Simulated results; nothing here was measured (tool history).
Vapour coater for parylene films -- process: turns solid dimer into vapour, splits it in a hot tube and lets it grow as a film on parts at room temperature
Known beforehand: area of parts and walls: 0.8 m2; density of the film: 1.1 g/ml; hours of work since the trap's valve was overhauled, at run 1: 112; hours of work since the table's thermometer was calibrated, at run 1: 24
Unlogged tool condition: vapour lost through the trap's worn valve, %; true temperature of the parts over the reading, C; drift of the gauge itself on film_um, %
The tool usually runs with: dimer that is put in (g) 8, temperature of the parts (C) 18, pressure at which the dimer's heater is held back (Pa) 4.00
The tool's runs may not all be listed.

run   hour  dimer that is put in (g)  temperature of the parts (C)  pressure at which the dimer's heater is held back (Pa)  hours of work since the trap's valve was overhauled  hours of work since the table's thermometer was calibrated  thickness of the film (nm)
  1    0.0                         8                            18                                                    4.00                                                  112                                                          24                        6420
  2   48.7                         8                            18                                                    4.00                                                  140                                                          52                        6500
  3   81.2                         8                            18                                                    4.00                                                  158                                                          71                        6470
  4  111.3                         8                            18                                                    4.00                                                  176                                                          88                        6420
  5  156.0                         8                            18                                                    4.00                                                  201                                                         113                        6460
  6  185.1                         8                            18                                                    3.86                                                  218                                                         130                        6510
  7  230.8                         8                            18                                                    4.00                                                  244                                                         156                        6410
  8  269.7                         8                            18                                                    4.00                                                  266                                                         178                        6430
  9  315.8                         8                            18                                                    4.00                                                  293                                                         205                        6470
     361.2  -- trap's valve overhauled
 10  361.2                         5                            18                                                    4.00                                                    0                                                         228                        4020
 11  394.5                         5                            18                                                    4.00                                                   19                                                         247                        4010
 12  430.5                         5                            18                                                    4.00                                                   40                                                         268                        3970
 13  455.9                         5                            18                                                    4.00                                                   54                                                         283                        3990
 14  508.3                         8                            18                                                    2.22                                                   84                                                         313                        7310
 15  541.1                         8                            12                                                    2.22                                                  103                                                         331                        8680
 16  589.5                         8                            12                                                    2.22                                                  131                                                         359                        8770
 17  620.1                         8                            28                                                    3.08                                                  148                                                         377                        4960
 18  666.3                        13                            11                                                    6.73                                                  175                                                         403                       11350
 19  700.6                         8                            13                                                    6.40                                                  194                                                         423                        6670
 20  752.6                         6                            18                                                    4.00                                                  224                                                         452                        4770
 21  795.5                         8                            23                                                    3.50                                                  249                                                         477                        5580
 22  841.1                         8                            23                                                    3.50                                                  275                                                         503                        5620
 23  896.3                         8                            23                                                    3.50                                                  306                                                         535                        5600
     919.0  -- trap's valve overhauled
 24  945.8                        10                            16                                                    3.46                                                   15                                                         561                        8680
 25  977.3                        14                            13                                                    4.27                                                   33                                                         579                       12550

Here are 3 independent what-if runs from the current tool condition. What would each one return?
  A  1033.5                        14                            13                                                    2.16                                                   66                                                         611                           ?
  B  1033.5                         4                            13                                                    2.21                                                   66                                                         611                           ?
  C  1033.5                        10                            18                                                    9.94                                                   66                                                         611                           ?

run  thickness of the film (nm)
  A                       14760
  B                        4210
  C                        6360
Take away the tool's hidden state, keep each run's random variation, and the runs would have read:
run  thickness of the film (nm)
  A                       15180
  B                        4320
  C                        6540
